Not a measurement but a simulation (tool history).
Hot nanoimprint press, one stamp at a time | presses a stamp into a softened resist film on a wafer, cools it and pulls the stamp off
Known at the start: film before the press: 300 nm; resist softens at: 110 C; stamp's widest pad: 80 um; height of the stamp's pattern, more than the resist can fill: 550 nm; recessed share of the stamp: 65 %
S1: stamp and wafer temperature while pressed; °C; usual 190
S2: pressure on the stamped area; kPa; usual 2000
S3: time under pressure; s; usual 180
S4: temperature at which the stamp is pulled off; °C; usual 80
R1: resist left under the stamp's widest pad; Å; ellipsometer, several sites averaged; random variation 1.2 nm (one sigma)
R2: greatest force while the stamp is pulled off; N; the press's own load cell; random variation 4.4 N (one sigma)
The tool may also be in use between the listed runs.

run,hour,S1,S2,S3,S4,R1,R2
1,0.0,190,2000,180,80,1798,274
2,14.9,190,2000,180,80,1795,278
3,23.6,190,2000,180,80,1809,283
4,35.5,190,2640,180,80,1591,276
5,47.8,190,2640,180,80,1585,286
6,55.6,201,2640,180,80,1195,284
7,69.3,201,2640,180,80,1184,307
# hour 73.3: plate thermocouple calibrated
8,81.5,201,2640,180,80,1212,296
9,93.7,201,2640,180,80,1213,307
10,102.6,201,2640,286,80,1021,313
11,112.3,179,1330,201,80,2559,303
12,120.8,179,1330,201,80,2544,311
# hour 126.3: plate thermocouple calibrated, once more
13,132.6,192,1510,93,80,2220,311
14,140.2,192,1510,93,80,2229,326

The next listed run, before its measurement:
15,155.6,190,2000,147,76,?,?

{"run 15": {"R1": 1883, "R2": 312}}
Without the tool's hidden state the same run would have given R1 1859 Å, R2 215 N.

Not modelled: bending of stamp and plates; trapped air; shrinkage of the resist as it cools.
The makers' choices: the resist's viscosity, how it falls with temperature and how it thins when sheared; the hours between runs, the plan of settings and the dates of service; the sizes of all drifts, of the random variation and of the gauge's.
